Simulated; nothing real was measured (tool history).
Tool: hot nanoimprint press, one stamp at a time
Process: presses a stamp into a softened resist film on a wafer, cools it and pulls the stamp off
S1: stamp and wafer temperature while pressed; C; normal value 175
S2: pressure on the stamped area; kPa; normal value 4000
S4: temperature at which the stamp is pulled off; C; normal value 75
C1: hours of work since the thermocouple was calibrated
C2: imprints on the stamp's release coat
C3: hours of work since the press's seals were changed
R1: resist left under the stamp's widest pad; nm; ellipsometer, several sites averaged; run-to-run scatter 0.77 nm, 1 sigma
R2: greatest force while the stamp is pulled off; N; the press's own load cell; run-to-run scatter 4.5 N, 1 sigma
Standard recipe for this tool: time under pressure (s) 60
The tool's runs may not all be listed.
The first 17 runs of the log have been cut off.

{"run": 18, "hour": 210.3, "S1": 175, "S2": 4220, "time under pressure (s)": 49, "S4": 61, "C1": 207, "C2": 374, "C3": 335, "R1": 192.6, "R2": 283}
{"run": 19, "hour": 229.1, "S1": 175, "S2": 4220, "time under pressure (s)": 49, "S4": 61, "C1": 218, "C2": 428, "C3": 346, "R1": 194.1, "R2": 286}
{"run": 20, "hour": 240.4, "S1": 175, "S2": 4220, "time under pressure (s)": 49, "S4": 61, "C1": 225, "C2": 461, "C3": 353, "R1": 193.6, "R2": 282}
{"run": 21, "hour": 254.5, "S1": 175, "S2": 4000, "time under pressure (s)": 36, "S4": 75, "C1": 234, "C2": 502, "C3": 362, "R1": 220.6, "R2": 232}
{"run": 22, "hour": 265.5, "S1": 180, "S2": 3480, "time under pressure (s)": 60, "S4": 75, "C1": 241, "C2": 534, "C3": 369, "R1": 165.1, "R2": 244}
{"run": 23, "hour": 278.1, "S1": 182, "S2": 3640, "time under pressure (s)": 90, "S4": 77, "C1": 248, "C2": 570, "C3": 376, "R1": 127.4, "R2": 232}
{"run": 24, "hour": 290.4, "S1": 172, "S2": 5900, "time under pressure (s)": 60, "S4": 75, "C1": 256, "C2": 606, "C3": 384, "R1": 173.2, "R2": 243}
{"run": 25, "hour": 304.1, "S1": 172, "S2": 5900, "time under pressure (s)": 60, "S4": 75, "C1": 264, "C2": 646, "C3": 392, "R1": 173.5, "R2": 239}
{"run": 26, "hour": 322.3, "S1": 172, "S2": 5900, "time under pressure (s)": 60, "S4": 75, "C1": 275, "C2": 698, "C3": 403, "R1": 173.1, "R2": 246}
{"run": 27, "hour": 339.7, "S1": 172, "S2": 3430, "time under pressure (s)": 70, "S4": 75, "C1": 286, "C2": 749, "C3": 414, "R1": 203.6, "R2": 253}
{"run": 28, "hour": 348.7, "S1": 175, "S2": 2870, "time under pressure (s)": 69, "S4": 75, "C1": 291, "C2": 775, "C3": 420, "R1": 198.8, "R2": 240}
{"run": 29, "hour": 366.0, "S1": 175, "S2": 2870, "time under pressure (s)": 69, "S4": 75, "C1": 302, "C2": 825, "C3": 430, "R1": 196, "R2": 243}
{"run": 30, "hour": 381.9, "S1": 175, "S2": 2870, "time under pressure (s)": 69, "S4": 75, "C1": 312, "C2": 872, "C3": 440, "R1": 196.8, "R2": 254}
{"run": 31, "hour": 393.1, "S1": 175, "S2": 2870, "time under pressure (s)": 69, "S4": 63, "C1": 319, "C2": 904, "C3": 447, "R1": 197.3, "R2": 302}

Predict each of these 3 candidate next runs independently; none follows another, all start after run 31:
{"run": "A", "hour": 401.4, "S1": 178, "S2": 4560, "time under pressure (s)": 34, "S4": 63, "C1": 324, "C2": 928, "C3": 452, "R1": "?", "R2": "?"}
{"run": "B", "hour": 401.4, "S1": 175, "S2": 2870, "time under pressure (s)": 69, "S4": 74, "C1": 324, "C2": 928, "C3": 452, "R1": "?", "R2": "?"}
{"run": "C", "hour": 401.4, "S1": 165, "S2": 4580, "time under pressure (s)": 60, "S4": 75, "C1": 324, "C2": 928, "C3": 452, "R1": "?", "R2": "?"}

run=A R1=199 R2=303
run=B R1=199.1 R2=267
run=C R1=241.7 R2=259
With no hidden state in the tool, these same runs would have given:
run=A R1=194.6 R2=261
run=B R1=195.3 R2=230
run=C R1=236.4 R2=223

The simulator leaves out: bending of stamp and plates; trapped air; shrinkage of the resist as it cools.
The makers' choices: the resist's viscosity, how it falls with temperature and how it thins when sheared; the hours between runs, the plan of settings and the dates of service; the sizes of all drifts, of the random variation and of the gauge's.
